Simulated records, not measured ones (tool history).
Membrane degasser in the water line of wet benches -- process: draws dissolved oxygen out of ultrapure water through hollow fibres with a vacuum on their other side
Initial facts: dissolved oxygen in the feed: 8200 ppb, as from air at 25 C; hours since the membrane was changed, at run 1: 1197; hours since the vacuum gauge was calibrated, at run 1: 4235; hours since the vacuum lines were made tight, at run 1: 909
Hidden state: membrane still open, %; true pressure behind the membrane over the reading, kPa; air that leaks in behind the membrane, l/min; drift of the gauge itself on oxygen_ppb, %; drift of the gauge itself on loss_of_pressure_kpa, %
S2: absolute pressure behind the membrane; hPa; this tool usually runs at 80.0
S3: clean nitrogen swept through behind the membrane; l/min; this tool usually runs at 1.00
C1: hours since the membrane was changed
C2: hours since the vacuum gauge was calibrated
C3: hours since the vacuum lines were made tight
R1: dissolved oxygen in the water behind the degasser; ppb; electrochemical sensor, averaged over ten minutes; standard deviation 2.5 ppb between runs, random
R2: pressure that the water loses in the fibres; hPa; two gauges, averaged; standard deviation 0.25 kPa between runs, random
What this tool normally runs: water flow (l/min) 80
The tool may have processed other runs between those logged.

{"run": 1, "hour": 0.0, "water flow (l/min)": 80, "S2": 80.0, "S3": 1.0, "C1": 1197, "C2": 4235, "C3": 909, "R1": 645.3, "R2": 666.7}
{"hour": 35.2, "done": "vacuum gauge calibrated"}
{"run": 2, "hour": 35.9, "water flow (l/min)": 51, "S2": 80.0, "S3": 1.0, "C1": 1232, "C2": 1, "C3": 945, "R1": 448.6, "R2": 426.8}
{"run": 3, "hour": 70.1, "water flow (l/min)": 51, "S2": 80.0, "S3": 1.2, "C1": 1266, "C2": 35, "C3": 979, "R1": 388.8, "R2": 428.0}
{"run": 4, "hour": 99.4, "water flow (l/min)": 57, "S2": 80.0, "S3": 1.0, "C1": 1296, "C2": 64, "C3": 1008, "R1": 488.7, "R2": 474.7}
{"run": 5, "hour": 126.0, "water flow (l/min)": 80, "S2": 80.0, "S3": 1.0, "C1": 1322, "C2": 91, "C3": 1035, "R1": 641.9, "R2": 670.8}
{"run": 6, "hour": 162.0, "water flow (l/min)": 80, "S2": 80.0, "S3": 1.0, "C1": 1358, "C2": 127, "C3": 1071, "R1": 639.2, "R2": 670.7}
{"run": 7, "hour": 204.7, "water flow (l/min)": 80, "S2": 80.0, "S3": 1.0, "C1": 1401, "C2": 169, "C3": 1114, "R1": 637.8, "R2": 668.1}
{"run": 8, "hour": 229.2, "water flow (l/min)": 80, "S2": 80.0, "S3": 1.0, "C1": 1426, "C2": 194, "C3": 1138, "R1": 636.0, "R2": 665.1}
{"run": 9, "hour": 256.1, "water flow (l/min)": 80, "S2": 80.0, "S3": 1.0, "C1": 1452, "C2": 221, "C3": 1165, "R1": 639.2, "R2": 666.9}
{"run": 10, "hour": 278.5, "water flow (l/min)": 80, "S2": 80.0, "S3": 1.0, "C1": 1475, "C2": 243, "C3": 1187, "R1": 637.9, "R2": 668.7}
{"run": 11, "hour": 328.4, "water flow (l/min)": 80, "S2": 80.0, "S3": 1.0, "C1": 1525, "C2": 293, "C3": 1237, "R1": 635.7, "R2": 666.7}
{"run": 12, "hour": 352.1, "water flow (l/min)": 80, "S2": 80.0, "S3": 1.0, "C1": 1549, "C2": 317, "C3": 1261, "R1": 636.9, "R2": 669.5}
{"run": 13, "hour": 392.5, "water flow (l/min)": 80, "S2": 80.0, "S3": 1.0, "C1": 1589, "C2": 357, "C3": 1301, "R1": 643.9, "R2": 671.0}
{"run": 14, "hour": 442.0, "water flow (l/min)": 80, "S2": 80.0, "S3": 1.0, "C1": 1638, "C2": 407, "C3": 1351, "R1": 638.4, "R2": 670.0}
{"run": 15, "hour": 468.5, "water flow (l/min)": 80, "S2": 80.0, "S3": 1.0, "C1": 1665, "C2": 433, "C3": 1377, "R1": 637.9, "R2": 672.9}
{"run": 16, "hour": 521.4, "water flow (l/min)": 80, "S2": 80.0, "S3": 1.0, "C1": 1718, "C2": 486, "C3": 1430, "R1": 640.2, "R2": 665.2}
{"run": 17, "hour": 563.5, "water flow (l/min)": 80, "S2": 80.0, "S3": 1.0, "C1": 1760, "C2": 528, "C3": 1472, "R1": 636.4, "R2": 669.5}
{"run": 18, "hour": 613.6, "water flow (l/min)": 80, "S2": 114.9, "S3": 2.09, "C1": 1810, "C2": 578, "C3": 1522, "R1": 638.8, "R2": 670.9}
{"run": 19, "hour": 643.9, "water flow (l/min)": 80, "S2": 72.5, "S3": 1.0, "C1": 1840, "C2": 609, "C3": 1553, "R1": 550.5, "R2": 668.1}
{"run": 20, "hour": 683.8, "water flow (l/min)": 89, "S2": 150.1, "S3": 0.43, "C1": 1880, "C2": 649, "C3": 1593, "R1": 2326.0, "R2": 743.1}
{"run": 21, "hour": 724.0, "water flow (l/min)": 89, "S2": 150.1, "S3": 0.43, "C1": 1920, "C2": 689, "C3": 1633, "R1": 2307.8, "R2": 747.3}
{"run": 22, "hour": 750.1, "water flow (l/min)": 76, "S2": 150.1, "S3": 0.43, "C1": 1947, "C2": 715, "C3": 1659, "R1": 2132.0, "R2": 640.3}
{"run": 23, "hour": 772.7, "water flow (l/min)": 80, "S2": 80.0, "S3": 0.42, "C1": 1969, "C2": 738, "C3": 1682, "R1": 1013.1, "R2": 669.3}
{"run": 24, "hour": 808.3, "water flow (l/min)": 110, "S2": 136.2, "S3": 2.91, "C1": 2005, "C2": 773, "C3": 1717, "R1": 849.4, "R2": 926.7}
{"run": 25, "hour": 843.0, "water flow (l/min)": 110, "S2": 136.2, "S3": 2.91, "C1": 2039, "C2": 808, "C3": 1752, "R1": 845.6, "R2": 923.5}
{"run": 26, "hour": 871.8, "water flow (l/min)": 93, "S2": 90.2, "S3": 1.0, "C1": 2068, "C2": 837, "C3": 1781, "R1": 860.0, "R2": 784.2}
{"run": 27, "hour": 907.1, "water flow (l/min)": 93, "S2": 90.2, "S3": 1.0, "C1": 2104, "C2": 872, "C3": 1816, "R1": 858.0, "R2": 777.9}
{"run": 28, "hour": 948.8, "water flow (l/min)": 93, "S2": 90.2, "S3": 1.0, "C1": 2145, "C2": 914, "C3": 1858, "R1": 857.5, "R2": 782.5}
{"run": 29, "hour": 991.8, "water flow (l/min)": 93, "S2": 90.2, "S3": 1.0, "C1": 2188, "C2": 957, "C3": 1901, "R1": 854.1, "R2": 779.6}
{"run": 30, "hour": 1024.4, "water flow (l/min)": 93, "S2": 90.2, "S3": 1.0, "C1": 2221, "C2": 989, "C3": 1933, "R1": 861.0, "R2": 782.0}
{"run": 31, "hour": 1053.6, "water flow (l/min)": 93, "S2": 90.2, "S3": 1.0, "C1": 2250, "C2": 1018, "C3": 1962, "R1": 862.9, "R2": 782.5}
{"run": 32, "hour": 1107.8, "water flow (l/min)": 93, "S2": 90.2, "S3": 1.0, "C1": 2304, "C2": 1073, "C3": 2017, "R1": 853.1, "R2": 781.8}

Below, each run's measurement less what the same run would have read without the hidden state. Both values contain the same run-to-run variation, but the gauge's scatter may not be the same in both:
run=1 R1=+8.9 R2=+4.4
run=2 R1=-0.9 R2=+2.9
run=3 R1=-0.6 R2=+3.0
run=4 R1=-0.8 R2=+3.4
run=5 R1=-0.3 R2=+4.9
run=6 R1=-0.2 R2=+4.9
run=7 R1=-0.1 R2=+5.1
run=8 R1=+0.0 R2=+5.2
run=9 R1=+0.0 R2=+5.3
run=10 R1=+0.0 R2=+5.4
run=11 R1=+0.1 R2=+5.6
run=12 R1=+0.2 R2=+5.7
run=13 R1=+0.3 R2=+5.8
run=14 R1=+0.4 R2=+6.0
run=15 R1=+0.5 R2=+6.1
run=16 R1=+0.6 R2=+6.2
run=17 R1=+0.7 R2=+6.4
run=18 R1=+1.7 R2=+6.6
run=19 R1=+1.0 R2=+6.7
run=20 R1=-4.7 R2=+7.6
run=21 R1=-4.7 R2=+7.8
run=22 R1=-5.1 R2=+6.7
run=23 R1=-1.4 R2=+7.1
run=24 R1=+4.9 R2=+10.1
run=25 R1=+5.0 R2=+10.2
run=26 R1=+2.2 R2=+8.8
run=27 R1=+2.3 R2=+8.9
run=28 R1=+2.4 R2=+9.0
run=29 R1=+2.5 R2=+9.2
run=30 R1=+2.6 R2=+9.4
run=31 R1=+2.7 R2=+9.6
run=32 R1=+2.8 R2=+9.8
